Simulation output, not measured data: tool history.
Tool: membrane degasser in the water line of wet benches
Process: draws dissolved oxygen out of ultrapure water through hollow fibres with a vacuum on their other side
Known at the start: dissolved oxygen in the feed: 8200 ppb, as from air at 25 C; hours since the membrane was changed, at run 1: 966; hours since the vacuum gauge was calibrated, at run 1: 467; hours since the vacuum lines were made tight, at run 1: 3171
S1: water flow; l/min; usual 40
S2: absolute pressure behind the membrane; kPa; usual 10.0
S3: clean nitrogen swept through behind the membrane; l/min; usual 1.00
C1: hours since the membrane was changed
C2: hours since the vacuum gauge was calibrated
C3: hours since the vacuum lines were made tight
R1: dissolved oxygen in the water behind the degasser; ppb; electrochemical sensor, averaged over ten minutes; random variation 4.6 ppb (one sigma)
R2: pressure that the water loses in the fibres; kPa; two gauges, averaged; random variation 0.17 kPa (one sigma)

{"run": 1, "day": 0.0, "S1": 40, "S2": 10.0, "S3": 1.0, "C1": 966, "C2": 467, "C3": 3171, "R1": 555.0, "R2": 27.95}
{"run": 2, "day": 7.554, "S1": 61, "S2": 10.0, "S3": 1.0, "C1": 1147, "C2": 648, "C3": 3352, "R1": 820.5, "R2": 42.14}
{"run": 3, "day": 13.917, "S1": 61, "S2": 10.0, "S3": 1.0, "C1": 1300, "C2": 801, "C3": 3505, "R1": 827.5, "R2": 42.24}
{"run": 4, "day": 20.342, "S1": 48, "S2": 10.0, "S3": 1.0, "C1": 1454, "C2": 955, "C3": 3659, "R1": 656.3, "R2": 33.6}
{"run": 5, "day": 28.046, "S1": 48, "S2": 10.0, "S3": 1.0, "C1": 1639, "C2": 1140, "C3": 3844, "R1": 655.4, "R2": 33.24}
{"run": 6, "day": 31.775, "S1": 48, "S2": 10.0, "S3": 1.0, "C1": 1729, "C2": 1230, "C3": 3934, "R1": 669.7, "R2": 33.39}
{"run": 7, "day": 37.233, "S1": 48, "S2": 10.0, "S3": 1.0, "C1": 1860, "C2": 1361, "C3": 4065, "R1": 673.2, "R2": 33.49}
{"run": 8, "day": 45.612, "S1": 48, "S2": 10.0, "S3": 1.0, "C1": 2061, "C2": 1562, "C3": 4266, "R1": 660.9, "R2": 33.27}
{"run": 9, "day": 52.612, "S1": 48, "S2": 10.0, "S3": 1.0, "C1": 2229, "C2": 1730, "C3": 4434, "R1": 666.3, "R2": 33.68}
{"run": 10, "day": 57.383, "S1": 40, "S2": 10.0, "S3": 1.0, "C1": 2343, "C2": 1844, "C3": 4548, "R1": 555.6, "R2": 28.08}
{"run": 11, "day": 65.421, "S1": 40, "S2": 10.0, "S3": 1.0, "C1": 2536, "C2": 2037, "C3": 4741, "R1": 560.2, "R2": 27.94}
{"run": 12, "day": 69.421, "S1": 40, "S2": 10.0, "S3": 1.0, "C1": 2632, "C2": 2133, "C3": 4837, "R1": 554.8, "R2": 28.38}
{"run": 13, "day": 73.921, "S1": 40, "S2": 10.0, "S3": 1.0, "C1": 2740, "C2": 2241, "C3": 4945, "R1": 561.5, "R2": 27.79}
{"run": 14, "day": 78.325, "S1": 40, "S2": 10.0, "S3": 1.0, "C1": 2846, "C2": 2347, "C3": 5051, "R1": 560.3, "R2": 28.34}
{"run": 15, "day": 86.083, "S1": 30, "S2": 10.0, "S3": 1.0, "C1": 3032, "C2": 2533, "C3": 5237, "R1": 434.9, "R2": 21.15}
{"run": 16, "day": 90.154, "S1": 31, "S2": 17.5, "S3": 0.54, "C1": 3130, "C2": 2631, "C3": 5335, "R1": 1331.2, "R2": 21.74}
{"run": 17, "day": 95.6, "S1": 40, "S2": 9.3, "S3": 1.0, "C1": 3260, "C2": 2762, "C3": 5465, "R1": 510.1, "R2": 28.12}
{"run": 18, "day": 100.171, "S1": 59, "S2": 13.9, "S3": 1.0, "C1": 3370, "C2": 2871, "C3": 5575, "R1": 1165.2, "R2": 41.77}
{"run": 19, "day": 104.775, "S1": 59, "S2": 13.9, "S3": 1.0, "C1": 3481, "C2": 2982, "C3": 5686, "R1": 1148.5, "R2": 41.8}
{"day": 105.2, "done": "vacuum gauge calibrated"}
{"run": 20, "day": 109.354, "S1": 59, "S2": 13.9, "S3": 0.64, "C1": 3590, "C2": 100, "C3": 5795, "R1": 1510.3, "R2": 41.9}
{"run": 21, "day": 115.071, "S1": 59, "S2": 13.9, "S3": 0.64, "C1": 3727, "C2": 237, "C3": 5932, "R1": 1519.9, "R2": 41.93}
{"run": 22, "day": 123.033, "S1": 39, "S2": 8.0, "S3": 0.64, "C1": 3918, "C2": 428, "C3": 6123, "R1": 557.1, "R2": 27.76}
{"day": 128.942, "done": "vacuum gauge calibrated, once more"}
{"run": 23, "day": 130.371, "S1": 39, "S2": 8.0, "S3": 0.64, "C1": 4094, "C2": 34, "C3": 6299, "R1": 541.9, "R2": 27.6}
{"run": 24, "day": 135.179, "S1": 51, "S2": 10.1, "S3": 1.0, "C1": 4209, "C2": 150, "C3": 6414, "R1": 718.5, "R2": 36.22}
{"run": 25, "day": 140.267, "S1": 40, "S2": 24.5, "S3": 1.0, "C1": 4331, "C2": 272, "C3": 6536, "R1": 1473.8, "R2": 28.32}
{"run": 26, "day": 143.896, "S1": 40, "S2": 9.5, "S3": 0.81, "C1": 4418, "C2": 359, "C3": 6624, "R1": 599.0, "R2": 28.66}
{"run": 27, "day": 149.3, "S1": 40, "S2": 9.5, "S3": 0.81, "C1": 4548, "C2": 489, "C3": 6753, "R1": 600.7, "R2": 28.61}
{"run": 28, "day": 156.242, "S1": 40, "S2": 20.3, "S3": 0.81, "C1": 4715, "C2": 655, "C3": 6920, "R1": 1433.9, "R2": 28.76}
{"run": 29, "day": 163.304, "S1": 30, "S2": 10.0, "S3": 2.04, "C1": 4884, "C2": 825, "C3": 7089, "R1": 241.5, "R2": 21.54}
{"run": 30, "day": 168.388, "S1": 30, "S2": 7.5, "S3": 2.04, "C1": 5006, "C2": 947, "C3": 7211, "R1": 158.9, "R2": 21.65}

The same runs without the tool's hidden state, with the same run-to-run variation:
The hidden state here: membrane still open, %; true pressure behind the membrane over the reading, kPa; air that leaks in behind the membrane, l/min; drift of the gauge itself on oxygen_ppb, %; drift of the gauge itself on loss_of_pressure_kpa, %.
run=1 R1=551.7 R2=27.73
run=2 R1=813.4 R2=41.76
run=3 R1=819.0 R2=41.80
run=4 R1=648.8 R2=33.21
run=5 R1=646.6 R2=32.80
run=6 R1=660.1 R2=32.93
run=7 R1=662.5 R2=32.99
run=8 R1=649.0 R2=32.72
run=9 R1=653.0 R2=33.08
run=10 R1=544.3 R2=27.56
run=11 R1=547.7 R2=27.38
run=12 R1=541.9 R2=27.79
run=13 R1=547.8 R2=27.18
run=14 R1=546.0 R2=27.71
run=15 R1=423.0 R2=20.65
run=16 R1=1319.4 R2=21.20
run=17 R1=493.4 R2=27.40
run=18 R1=1140.1 R2=40.66
run=19 R1=1122.8 R2=40.65
run=20 R1=1477.7 R2=40.72
run=21 R1=1485.9 R2=40.70
run=22 R1=527.9 R2=26.91
run=23 R1=536.1 R2=26.71
run=24 R1=704.8 R2=35.03
run=25 R1=1463.4 R2=27.36
run=26 R1=589.8 R2=27.67
run=27 R1=590.7 R2=27.60
run=28 R1=1423.8 R2=27.70
run=29 R1=234.1 R2=20.72
run=30 R1=152.1 R2=20.81
